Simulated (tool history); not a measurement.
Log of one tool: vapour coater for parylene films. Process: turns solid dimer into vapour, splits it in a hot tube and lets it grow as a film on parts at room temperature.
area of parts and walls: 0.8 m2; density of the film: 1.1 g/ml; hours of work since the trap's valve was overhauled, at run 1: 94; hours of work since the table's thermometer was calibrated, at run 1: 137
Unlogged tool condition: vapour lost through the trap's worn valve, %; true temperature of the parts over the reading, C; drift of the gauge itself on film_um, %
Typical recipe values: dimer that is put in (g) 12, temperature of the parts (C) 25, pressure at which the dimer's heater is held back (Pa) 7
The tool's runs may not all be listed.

| run | hour | dimer that is put in (g) | temperature of the parts (C) | pressure at which the dimer's heater is held back (Pa) | hours of work since the trap's valve was overhauled | hours of work since the table's thermometer was calibrated | thickness of the film (µm) |
|---|---|---|---|---|---|---|---|
| 1 | 0 | 12 | 25 | 7 | 94 | 137 | 6.33 |
| 2 | 10 | 12 | 25 | 7 | 100 | 143 | 6.31 |
| 3 | 20 | 12 | 25 | 5.12 | 107 | 150 | 6.81 |
| 4 | 36 | 12 | 34 | 7 | 118 | 161 | 4.91 |
| 5 | 43.1 | 21 | 25 | 7 | 123 | 166 | 11.06 |
| 6 | 54.4 | 21 | 25 | 7 | 131 | 174 | 11.05 |
| 7 | 69.4 | 12 | 25 | 8.37 | 141 | 184 | 6.11 |
| 8 | 84.8 | 12 | 25 | 8.37 | 151 | 194 | 6.08 |
| 9 | 97.6 | 6 | 25 | 7 | 160 | 203 | 3.17 |
| 10 | 106.1 | 12 | 25 | 7 | 166 | 209 | 6.35 |
| 11 | 119.3 | 12 | 25 | 7 | 175 | 218 | 6.32 |
| 12 | 134.2 | 12 | 25 | 7 | 185 | 228 | 6.35 |
| 13 | 142 | 12 | 25 | 7 | 190 | 233 | 6.3 |
| 14 | 149 | 12 | 25 | 7 | 195 | 238 | 6.34 |
| 15 | 160.4 | 10 | 25 | 7 | 203 | 246 | 5.28 |
| 16 | 168.6 | 12 | 25 | 7 | 208 | 251 | 6.32 |
|  | 185.7 | trap's valve overhauled |
| 17 | 186 | 12 | 22 | 7 | 0 | 260 | 6.94 |
| 18 | 197.6 | 19 | 25 | 7 | 8 | 268 | 10.09 |
| 19 | 209 | 12 | 25 | 7 | 16 | 276 | 6.38 |
| 20 | 224 | 12 | 25 | 7 | 26 | 286 | 6.36 |
| 21 | 238.1 | 22 | 25 | 7 | 36 | 296 | 11.58 |
| 22 | 254.8 | 12 | 25 | 7 | 47 | 307 | 6.35 |
| 23 | 268.1 | 12 | 25 | 7 | 56 | 316 | 6.35 |
| 24 | 282.1 | 6 | 30 | 9.35 | 66 | 326 | 2.6 |
| 25 | 295.4 | 12 | 30 | 4.05 | 75 | 335 | 6.24 |
| 26 | 310.8 | 12 | 30 | 4.05 | 85 | 345 | 6.22 |
| 27 | 326.7 | 13 | 30 | 4.05 | 96 | 356 | 6.74 |
| 28 | 333.4 | 18 | 30 | 4.01 | 101 | 361 | 9.31 |
| 29 | 342.8 | 12 | 37 | 4.01 | 107 | 367 | 5.08 |
| 30 | 357.8 | 10 | 25 | 7 | 117 | 377 | 5.28 |
| 31 | 364.6 | 17 | 25 | 4.73 | 122 | 382 | 9.77 |
| 32 | 377.2 | 17 | 25 | 4.73 | 130 | 391 | 9.78 |
| 33 | 390.8 | 17 | 25 | 4.73 | 140 | 400 | 9.82 |
| 34 | 398.8 | 17 | 25 | 4.73 | 145 | 405 | 9.81 |
| 35 | 413.2 | 7 | 19 | 4.73 | 155 | 415 | 4.78 |
| 36 | 427.7 | 19 | 19 | 3.11 | 165 | 425 | 14.24 |
| 37 | 442.2 | 19 | 19 | 3.11 | 175 | 435 | 14.3 |
| 38 | 456 | 16 | 32 | 2.32 | 184 | 444 | 8.83 |
| 39 | 470.9 | 6 | 25 | 11.76 | 194 | 454 | 2.84 |
| 40 | 486.5 | 6 | 25 | 7.77 | 205 | 465 | 3.09 |
| 41 | 496.1 | 6 | 25 | 7.77 | 211 | 471 | 3.11 |
|  | 508.5 | trap's valve overhauled |
| 42 | 513.3 | 8 | 25 | 3.09 | 3 | 480 | 5.05 |
| 43 | 520.6 | 8 | 25 | 3.09 | 8 | 485 | 5.05 |
| 44 | 535.9 | 7 | 25 | 3.09 | 19 | 496 | 4.44 |

For some of the steps in thickness of the film (µm) from one run to the next: how much would appear even if the tool had no hidden state, given the settings, what came in and random variation, and how much remains for the hidden state plus any gauge scatter that the measured result and the result without hidden state don't share?
Run 4 -> 5: dimer that is put in (g) 12 -> 21, temperature of the parts (C) 34 -> 25. thickness of the film (µm) +6.15: hidden state -0.02, all else +6.17.
Run 16 -> 17: temperature of the parts (C) 25 -> 22, trap's valve overhauled. thickness of the film (µm) +0.62: hidden state +0.02, all else +0.6.
Run 30 -> 31: dimer that is put in (g) 10 -> 17, pressure at which the dimer's heater is held back (Pa) 7 -> 4.73. thickness of the film (µm) +4.49: hidden state -0.02, all else +4.51.
Run 35 -> 36: dimer that is put in (g) 7 -> 19, pressure at which the dimer's heater is held back (Pa) 4.73 -> 3.11. thickness of the film (µm) +9.46: hidden state -0.02, all else +9.48.
Run 38 -> 39: dimer that is put in (g) 16 -> 6, temperature of the parts (C) 32 -> 25, pressure at which the dimer's heater is held back (Pa) 2.32 -> 11.76. thickness of the film (µm) -5.99: hidden state +0.01, all else -6.

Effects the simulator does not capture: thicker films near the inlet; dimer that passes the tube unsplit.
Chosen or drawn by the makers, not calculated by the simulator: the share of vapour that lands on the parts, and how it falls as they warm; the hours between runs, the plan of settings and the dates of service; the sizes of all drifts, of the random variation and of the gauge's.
